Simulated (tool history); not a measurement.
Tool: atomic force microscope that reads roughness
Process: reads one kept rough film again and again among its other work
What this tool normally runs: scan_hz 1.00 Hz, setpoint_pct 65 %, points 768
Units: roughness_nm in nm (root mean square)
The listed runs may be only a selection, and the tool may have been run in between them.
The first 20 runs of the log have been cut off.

{"run": 21, "hour": 699.4, "scan_hz": 1.0, "setpoint_pct": 65, "points": 768, "roughness_nm": 4.066}
{"hour": 705.4, "done": "new tip fitted"}
{"hour": 719.7, "done": "height scale calibrated on a step standard, once more"}
{"run": 22, "hour": 736.2, "scan_hz": 2.84, "setpoint_pct": 65, "points": 768, "roughness_nm": 3.904}
{"run": 23, "hour": 764.3, "scan_hz": 2.84, "setpoint_pct": 65, "points": 768, "roughness_nm": 3.84}
{"hour": 776.5, "done": "new tip fitted"}
{"run": 24, "hour": 786.2, "scan_hz": 1.0, "setpoint_pct": 65, "points": 768, "roughness_nm": 4.156}
{"run": 25, "hour": 823.6, "scan_hz": 1.0, "setpoint_pct": 65, "points": 768, "roughness_nm": 4.086}
{"hour": 845.1, "done": "new tip fitted"}
{"run": 26, "hour": 852.4, "scan_hz": 1.44, "setpoint_pct": 60, "points": 836, "roughness_nm": 4.173}
{"run": 27, "hour": 895.7, "scan_hz": 1.44, "setpoint_pct": 60, "points": 836, "roughness_nm": 4.066}
{"hour": 916.2, "done": "new tip fitted"}
{"run": 28, "hour": 929.5, "scan_hz": 1.44, "setpoint_pct": 60, "points": 836, "roughness_nm": 4.169}
{"run": 29, "hour": 953.1, "scan_hz": 1.24, "setpoint_pct": 65, "points": 598, "roughness_nm": 4.087}
{"hour": 986.1, "done": "new tip fitted"}
{"run": 30, "hour": 987.7, "scan_hz": 1.24, "setpoint_pct": 65, "points": 598, "roughness_nm": 4.174}
{"run": 31, "hour": 1024.0, "scan_hz": 2.65, "setpoint_pct": 65, "points": 529, "roughness_nm": 3.888}
{"run": 32, "hour": 1052.6, "scan_hz": 2.65, "setpoint_pct": 65, "points": 529, "roughness_nm": 3.836}
{"hour": 1057.5, "done": "new tip fitted"}
{"run": 33, "hour": 1091.2, "scan_hz": 1.88, "setpoint_pct": 86, "points": 565, "roughness_nm": 3.574}
{"run": 34, "hour": 1124.7, "scan_hz": 1.47, "setpoint_pct": 65, "points": 768, "roughness_nm": 3.978}

What will run 35 give?
{"hour": 1128.4, "done": "new tip fitted"}
{"run": 35, "hour": 1174.2, "scan_hz": 1.0, "setpoint_pct": 90, "points": 884, "roughness_nm": "?"}

Run 35 gave roughness_nm 3.749 nm (root mean square).
Without the tool's hidden state the same run would have given roughness_nm 3.842 nm (root mean square).

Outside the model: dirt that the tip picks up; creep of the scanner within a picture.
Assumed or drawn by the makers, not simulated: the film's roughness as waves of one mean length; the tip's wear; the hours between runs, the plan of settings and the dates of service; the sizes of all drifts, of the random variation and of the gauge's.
